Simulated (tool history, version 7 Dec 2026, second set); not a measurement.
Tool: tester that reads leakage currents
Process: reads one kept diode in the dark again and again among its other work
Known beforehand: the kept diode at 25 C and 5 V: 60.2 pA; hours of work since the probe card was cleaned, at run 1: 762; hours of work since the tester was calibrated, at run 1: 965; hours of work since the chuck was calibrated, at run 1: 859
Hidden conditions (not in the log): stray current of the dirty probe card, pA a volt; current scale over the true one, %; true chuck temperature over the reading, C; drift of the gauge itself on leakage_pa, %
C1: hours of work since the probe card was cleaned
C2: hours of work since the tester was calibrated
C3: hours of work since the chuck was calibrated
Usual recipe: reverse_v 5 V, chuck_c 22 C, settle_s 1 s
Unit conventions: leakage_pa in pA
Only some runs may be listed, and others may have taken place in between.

run 1 hour=0 | reverse_v=5 chuck_c=22 settle_s=1 | C1=762 C2=965 C3=859 | leakage_pa=54.03
run 2 hour=19.4 | reverse_v=5 chuck_c=22 settle_s=1 | C1=775 C2=978 C3=872 | leakage_pa=54.15
run 3 hour=39.9 | reverse_v=5 chuck_c=22 settle_s=1 | C1=789 C2=992 C3=886 | leakage_pa=53.98
run 4 hour=60.3 | reverse_v=5 chuck_c=22 settle_s=1 | C1=802 C2=1005 C3=899 | leakage_pa=54.21
run 5 hour=90.2 | reverse_v=5 chuck_c=22 settle_s=1 | C1=822 C2=1025 C3=919 | leakage_pa=54.37
run 6 hour=115.8 | reverse_v=5 chuck_c=22 settle_s=1 | C1=840 C2=1043 C3=936 | leakage_pa=54.5
run 7 hour=150.6 | reverse_v=5 chuck_c=22 settle_s=1 | C1=863 C2=1066 C3=960 | leakage_pa=54.67
run 8 hour=168.5 | reverse_v=5 chuck_c=22 settle_s=1 | C1=875 C2=1078 C3=972 | leakage_pa=54.65
run 9 hour=185.1 | reverse_v=5 chuck_c=22 settle_s=4.14 | C1=886 C2=1089 C3=983 | leakage_pa=53.49
run 10 hour=217.9 | reverse_v=5 chuck_c=22 settle_s=4.14 | C1=908 C2=1111 C3=1005 | leakage_pa=53.58
run 11 hour=252.2 | reverse_v=5 chuck_c=22 settle_s=1 | C1=931 C2=1134 C3=1028 | leakage_pa=54.81
run 12 hour=285.7 | reverse_v=5 chuck_c=22 settle_s=1 | C1=953 C2=1156 C3=1050 | leakage_pa=55.26
run 13 hour=321.3 | reverse_v=5 chuck_c=22 settle_s=1 | C1=977 C2=1180 C3=1074 | leakage_pa=55.08
run 14 hour=347.5 | reverse_v=5 chuck_c=22 settle_s=1 | C1=995 C2=1198 C3=1091 | leakage_pa=55.27
run 15 hour=379.3 | reverse_v=5 chuck_c=22 settle_s=1 | C1=1016 C2=1219 C3=1113 | leakage_pa=55.2
run 16 hour=405.1 | reverse_v=5 chuck_c=22 settle_s=1 | C1=1033 C2=1236 C3=1130 | leakage_pa=55.65
-- hour=424.3 chuck's temperature calibrated
run 17 hour=437.4 | reverse_v=2.13 chuck_c=22 settle_s=1 | C1=1054 C2=1256 C3=9 | leakage_pa=35.96
run 18 hour=467.1 | reverse_v=2.13 chuck_c=22 settle_s=1 | C1=1073 C2=1276 C3=29 | leakage_pa=35.85
run 19 hour=500.1 | reverse_v=10.59 chuck_c=54 settle_s=2.74 | C1=1096 C2=1298 C3=51 | leakage_pa=611.73
run 20 hour=520.7 | reverse_v=5 chuck_c=45 settle_s=0.77 | C1=1109 C2=1312 C3=65 | leakage_pa=254.63
run 21 hour=541 | reverse_v=1.18 chuck_c=22 settle_s=1 | C1=1123 C2=1326 C3=78 | leakage_pa=27.83
run 22 hour=558.7 | reverse_v=1.18 chuck_c=22 settle_s=1 | C1=1135 C2=1338 C3=90 | leakage_pa=27.85
run 23 hour=588.1 | reverse_v=1.18 chuck_c=22 settle_s=1 | C1=1154 C2=1357 C3=110 | leakage_pa=27.98
run 24 hour=605 | reverse_v=8.97 chuck_c=22 settle_s=1 | C1=1166 C2=1369 C3=121 | leakage_pa=68.81
run 25 hour=620.9 | reverse_v=6.1 chuck_c=22 settle_s=0.63 | C1=1176 C2=1379 C3=132 | leakage_pa=58.88
run 26 hour=638.8 | reverse_v=18.16 chuck_c=22 settle_s=1 | C1=1188 C2=1391 C3=144 | leakage_pa=97.02
run 27 hour=669.5 | reverse_v=5 chuck_c=53 settle_s=0.58 | C1=1209 C2=1412 C3=164 | leakage_pa=426.05
run 28 hour=698.8 | reverse_v=11.29 chuck_c=32 settle_s=1 | C1=1229 C2=1431 C3=184 | leakage_pa=153.24
run 29 hour=732.3 | reverse_v=2.92 chuck_c=22 settle_s=0.88 | C1=1251 C2=1454 C3=206 | leakage_pa=41.86
run 30 hour=758.4 | reverse_v=2 chuck_c=43 settle_s=1.54 | C1=1268 C2=1471 C3=224 | leakage_pa=153.13
run 31 hour=779.1 | reverse_v=2.43 chuck_c=44 settle_s=4.79 | C1=1282 C2=1485 C3=238 | leakage_pa=177.26
run 32 hour=797.8 | reverse_v=9.23 chuck_c=44 settle_s=0.8 | C1=1295 C2=1498 C3=250 | leakage_pa=312.94
run 33 hour=816.2 | reverse_v=3.95 chuck_c=36 settle_s=1.19 | C1=1307 C2=1510 C3=262 | leakage_pa=127.59
run 34 hour=840.3 | reverse_v=3.95 chuck_c=36 settle_s=1.19 | C1=1323 C2=1526 C3=278 | leakage_pa=128.8
run 35 hour=862.2 | reverse_v=3.95 chuck_c=36 settle_s=1.19 | C1=1338 C2=1541 C3=293 | leakage_pa=128.52
run 36 hour=878.8 | reverse_v=3.95 chuck_c=36 settle_s=1.19 | C1=1349 C2=1552 C3=304 | leakage_pa=128.34

Some steps in leakage_pa between neighbouring runs. How much of each would the tool show without its hidden state too (settings, what came in, random variation), and how much is left for the hidden state, with any gauge scatter that isn't in both results?
Run 18 -> 19: reverse_v 2.13 -> 10.59, chuck_c 22 -> 54, settle_s 1 -> 2.74. leakage_pa +575.88 pA: hidden state +12.12, all else +563.76.
Run 19 -> 20: reverse_v 10.59 -> 5, chuck_c 54 -> 45, settle_s 2.74 -> 0.77. leakage_pa -357.1 pA: hidden state -7.29, all else -349.81.
Run 26 -> 27: reverse_v 18.16 -> 5, chuck_c 22 -> 53, settle_s 1 -> 0.58. leakage_pa +329.03 pA: hidden state +2.11, all else +326.92.
Run 32 -> 33: reverse_v 9.23 -> 3.95, chuck_c 44 -> 36, settle_s 0.8 -> 1.19. leakage_pa -185.35 pA: hidden state -7.16, all else -178.19.
